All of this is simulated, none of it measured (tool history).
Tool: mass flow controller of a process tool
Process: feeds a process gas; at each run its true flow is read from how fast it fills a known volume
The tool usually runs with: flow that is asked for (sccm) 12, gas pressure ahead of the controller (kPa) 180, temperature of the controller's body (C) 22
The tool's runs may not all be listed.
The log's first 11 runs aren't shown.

run    hour  flow that is asked for (sccm)  gas pressure ahead of the controller (kPa)  temperature of the controller's body (C)  true flow (%)
 12  1441.4                             12                                         246                                        22          99.43
 13  1643.7                             12                                         246                                        22          99.42
 14  1734.2                              5                                         246                                        22          98.99
 15  1824.9                              5                                         246                                        22          98.99
 16  2012.3                             12                                         180                                        22          99.51
 17  2106.2                             12                                         180                                        22          99.47
 18  2222.1                             12                                         180                                        22          99.66
 19  2316.8                             12                                         180                                        22          99.66
 20  2427.5                              9                                         254                                        20          99.53
 21  2552.6                             12                                         180                                        26          99.45
 22  2721.0                             12                                         180                                        26          99.47

Run 23 is up next; what results do you expect?
 23  2837.3                             17                                         180                                        29              ?

true flow (%): 99.92
If the tool had no hidden condition, the same run with the same run-to-run variation would have returned true flow (%) 99.33.
